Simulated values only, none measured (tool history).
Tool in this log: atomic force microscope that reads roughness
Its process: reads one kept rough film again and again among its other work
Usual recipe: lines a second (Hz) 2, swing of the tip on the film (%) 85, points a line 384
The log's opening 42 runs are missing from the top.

run	hour	lines a second (Hz)	swing of the tip on the film (%)	points a line	pictures with this tip	hours of work since the height scale was calibrated	roughness of the kept film (nm (root mean square))
43	890.6	0.51	82	832	135	1291	2.986
# hour 895.8: new tip fitted
44	914.1	1.21	74	457	38	1305	2.939
45	931.6	1.21	74	457	75	1316	2.931
46	947.6	0.69	84	384	109	1327	2.976
# hour 965: new tip fitted
47	965	0.69	84	384	0	1337	2.955
48	980.3	1.68	71	384	32	1347	2.944
49	999.4	2.17	68	829	73	1359	2.9
50	1013.6	1.74	67	869	103	1368	2.988
# hour 1033.8: new tip fitted
51	1045.2	1.74	67	869	24	1388	2.964
52	1066.9	3.22	87	524	70	1401	2.72

Alternative continuations, all from the tool just after run 52; predict every row:
A	1085.5	1.58	85	332	109	1413	?
B	1085.5	1.58	85	384	109	1413	?
C	1085.5	3.22	88	524	109	1413	?

run	roughness of the kept film (nm (root mean square))
A	2.847
B	2.854
C	2.688
With the hidden condition removed and each run's random variation left untouched, the same runs would have given:
run	roughness of the kept film (nm (root mean square))
A	2.853
B	2.86
C	2.693
